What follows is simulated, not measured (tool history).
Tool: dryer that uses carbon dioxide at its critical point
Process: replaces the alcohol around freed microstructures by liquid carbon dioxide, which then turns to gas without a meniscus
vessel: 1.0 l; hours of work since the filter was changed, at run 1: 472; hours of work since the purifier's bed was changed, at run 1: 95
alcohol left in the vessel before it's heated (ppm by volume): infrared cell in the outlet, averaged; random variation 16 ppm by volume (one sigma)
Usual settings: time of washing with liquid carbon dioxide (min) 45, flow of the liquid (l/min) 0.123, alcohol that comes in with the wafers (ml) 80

| run | day | time of washing with liquid carbon dioxide (min) | flow of the liquid (l/min) | alcohol that comes in with the wafers (ml) | hours of work since the filter was changed | hours of work since the purifier's bed was changed | alcohol left in the vessel before it's heated (ppm by volume) |
|---|---|---|---|---|---|---|---|
| 1 | 0.000 | 45 | 0.123 | 80 | 472 | 95 | 1788 |
| 2 | 0.162 | 45 | 0.123 | 80 | 474 | 97 | 1832 |
| 3 | 0.396 | 45 | 0.123 | 80 | 476 | 99 | 1826 |
| 4 | 0.633 | 45 | 0.123 | 80 | 478 | 101 | 1865 |
| 5 | 0.967 | 45 | 0.123 | 80 | 482 | 105 | 1851 |
| 6 | 1.312 | 45 | 0.123 | 80 | 485 | 108 | 1864 |
| 7 | 1.696 | 45 | 0.123 | 80 | 489 | 112 | 1871 |
| 8 | 2.058 | 45 | 0.123 | 108 | 493 | 115 | 2453 |
| 9 | 2.300 | 45 | 0.123 | 80 | 495 | 118 | 1816 |
| 10 | 2.683 | 45 | 0.123 | 80 | 499 | 122 | 1862 |
| 11 | 2.942 | 34 | 0.200 | 57 | 501 | 124 | 577 |
| 12 | 3.212 | 34 | 0.142 | 43 | 504 | 127 | 1634 |
| 13 | 3.421 | 34 | 0.105 | 66 | 506 | 129 | 5816 |
| 14 | 3.792 | 71 | 0.105 | 71 | 510 | 133 | 488 |
| 15 | 4.038 | 71 | 0.105 | 71 | 512 | 135 | 498 |
| 16 | 4.292 | 59 | 0.109 | 24 | 515 | 138 | 348 |
| 17 | 4.625 | 29 | 0.109 | 24 | 518 | 141 | 2859 |

Forecast each of these 5 alternatives for the next run:
| A | 5.012 | 45 | 0.114 | 80 | 522 | 145 | ? |
| B | 5.012 | 49 | 0.165 | 52 | 522 | 145 | ? |
| C | 5.012 | 29 | 0.167 | 24 | 522 | 145 | ? |
| D | 5.012 | 67 | 0.204 | 27 | 522 | 145 | ? |
| E | 5.012 | 59 | 0.105 | 24 | 522 | 145 | ? |

| run | alcohol left in the vessel before it's heated (ppm by volume) |
|---|---|
| A | 2542 |
| B | 251 |
| C | 928 |
| D | 28 |
| E | 400 |
Without the tool's hidden state the same runs would have given:
| run | alcohol left in the vessel before it's heated (ppm by volume) |
|---|---|
| A | 1370 |
| B | 91 |
| C | 506 |
| D | 0 |
| E | 180 |
